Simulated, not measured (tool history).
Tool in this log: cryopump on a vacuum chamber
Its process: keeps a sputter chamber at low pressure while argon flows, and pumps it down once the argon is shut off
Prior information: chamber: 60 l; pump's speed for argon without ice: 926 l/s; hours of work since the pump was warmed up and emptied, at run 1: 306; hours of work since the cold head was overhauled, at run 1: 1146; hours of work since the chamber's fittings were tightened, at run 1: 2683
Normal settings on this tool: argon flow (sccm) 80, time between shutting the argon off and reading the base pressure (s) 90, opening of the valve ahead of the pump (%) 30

run,hour,argon flow (sccm),time between shutting the argon off and reading the base pressure (s),opening of the valve ahead of the pump (%),hours of work since the pump was warmed up and emptied,hours of work since the cold head was overhauled,hours of work since the chamber's fittings were tightened,pressure while argon flows (Pa),pressure after the wait (uPa)
1,0,80,90,30,306,1146,2683,0.5356,2.92
2,54.7,80,90,30,351,1191,2727,0.5443,3.21
# hour 96.8: pump warmed up, emptied and cooled again
3,127.4,80,120,30,25,1246,2783,0.4915,2.3
4,176.2,80,87,30,65,1286,2823,0.4957,2.71
5,222.7,80,90,30,103,1324,2861,0.4982,2.73
6,270.1,80,136,30,142,1363,2900,0.5034,2.47
7,340.8,80,136,30,200,1421,2958,0.5184,2.72
8,399.2,80,90,30,248,1469,3005,0.5226,3.05
9,467.5,69,90,30,304,1525,3061,0.4612,3.21
10,522.3,69,90,30,349,1570,3106,0.4676,3.32
# hour 565.5: pump warmed up, emptied and cooled again
# hour 587.2: leaking fittings of the chamber tightened, without venting
11,587.2,50,99,23,16,1617,0,0.3963,1.1

What will run 12 give?
12,626.6,50,99,23,48,1649,32,?,?

pressure while argon flows (Pa): 0.4015
pressure after the wait (uPa): 1.15
Take away the tool's hidden state, keep the run-to-run variation as it was, and the same run would have given pressure while argon flows (Pa) 0.3963, pressure after the wait (uPa) 1.08.
